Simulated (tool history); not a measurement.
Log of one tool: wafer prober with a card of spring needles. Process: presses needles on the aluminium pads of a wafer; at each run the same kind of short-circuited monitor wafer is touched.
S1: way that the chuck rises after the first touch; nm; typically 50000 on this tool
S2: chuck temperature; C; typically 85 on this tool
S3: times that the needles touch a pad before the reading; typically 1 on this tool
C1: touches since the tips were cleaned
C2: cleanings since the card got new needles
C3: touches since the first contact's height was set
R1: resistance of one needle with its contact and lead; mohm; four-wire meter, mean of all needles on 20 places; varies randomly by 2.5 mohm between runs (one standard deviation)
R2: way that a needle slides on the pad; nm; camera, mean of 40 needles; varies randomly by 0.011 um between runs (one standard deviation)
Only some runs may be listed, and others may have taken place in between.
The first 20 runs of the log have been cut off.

run	hour	S1	S2	S3	C1	C2	C3	R1	R2
# hour 491.1: tips cleaned on abrasive film
21	496.9	44000	122	2	1385	44	77823	302	7400
22	518	44000	122	2	6444	44	82882	311	7410
# hour 519.6: tips cleaned on abrasive film
23	533.1	50000	38	2	3256	45	86497	278	8390
# hour 548.3: tips cleaned on abrasive film
24	563.7	30000	38	2	3678	46	93800	287	5030
# hour 577.5: tips cleaned on abrasive film
25	586.2	50000	39	1	2082	47	99174	275	8380
# hour 605.5: tips cleaned on abrasive film
26	611.7	47000	85	1	1485	48	105288	291	7890
# hour 635: tips cleaned on abrasive film
27	642.4	35000	86	2	1760	49	112614	296	5870
# hour 664.6: tips cleaned on abrasive film
28	673.3	42000	85	3	2090	50	120027	297	7040
# hour 693.2: tips cleaned on abrasive film
29	698	40000	85	1	1138	51	125912	297	6690
30	715	40000	91	3	5228	51	130002	302	6700
# hour 722.7: tips cleaned on abrasive film
31	738.8	40000	91	3	3874	52	135703	298	6700
# hour 752.5: tips cleaned on abrasive film
32	759.6	40000	91	3	1710	53	140660	298	6700

Predict each of these 5 candidate next runs independently; none follows another, all start after run 32:
# hour 780.7: tips cleaned on abrasive film
A	782.1	39000	41	3	325	54	146028	?	?
# hour 780.7: tips cleaned on abrasive film
B	782.1	66000	106	3	325	54	146028	?	?
# hour 780.7: tips cleaned on abrasive film
C	782.1	40000	91	2	325	54	146028	?	?
# hour 780.7: tips cleaned on abrasive film
D	782.1	37000	62	3	325	54	146028	?	?
# hour 780.7: tips cleaned on abrasive film
E	782.1	54000	91	3	325	54	146028	?	?

run	R1	R2
A	286	6510
B	295	11040
C	298	6690
D	289	6180
E	290	9020
The same runs, with their run-to-run variation unchanged, on a tool lacking any hidden condition would have given:
run	R1	R2
A	286	6600
B	295	11180
C	298	6780
D	289	6270
E	289	9140
